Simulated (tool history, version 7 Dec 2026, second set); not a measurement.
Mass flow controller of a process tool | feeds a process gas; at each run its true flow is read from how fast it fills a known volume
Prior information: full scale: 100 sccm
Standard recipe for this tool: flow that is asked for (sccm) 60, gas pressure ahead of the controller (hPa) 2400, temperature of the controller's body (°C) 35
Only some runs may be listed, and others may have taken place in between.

run    hour  flow that is asked for (sccm)  gas pressure ahead of the controller (hPa)  temperature of the controller's body (°C)  true flow (%)
  1       0                             60                                        2400                                         35          98.74
  2   172.1                             13                                        2400                                         35          95.03
  3   361.1                             60                                        2400                                         35          98.89
  4   691.7                             60                                        2400                                         35          98.78
  5   848.4                             60                                        2400                                         35          98.95
  6  1031.5                             60                                        2400                                         35          99.01
  7  1351.8                             60                                        2400                                         35           98.9
  8  1498.6                             26                                        2400                                         35          98.74
  9  1653.9                             98                                        2130                                         22         102.26
 10  1824.8                             98                                        2130                                         22         102.15
 11  2043.1                             98                                        2130                                         22         102.18
 12  2339.3                             32                                        2710                                         28          99.58
 13  2515.5                             32                                        2710                                         26           99.8
 14    2701                             32                                        1930                                         32          99.55
 15  2978.8                             32                                        1760                                         34          99.44

Not shown here: 1 entry made in the log between runs. Locate each between two listed runs and compare the hidden state at the listed run before it with the hidden state at the listed run after it:
Runs 7 to 8: controller's zero set anew (hour 1454.4)
  flow at rest that the sensor doesn't see, % of full scale: -0.454 -> -0.018; true flow over the shown one, %: 1.98 -> 2.03
  measured minus no-state result, true flow (%): +1.22 -> +1.95
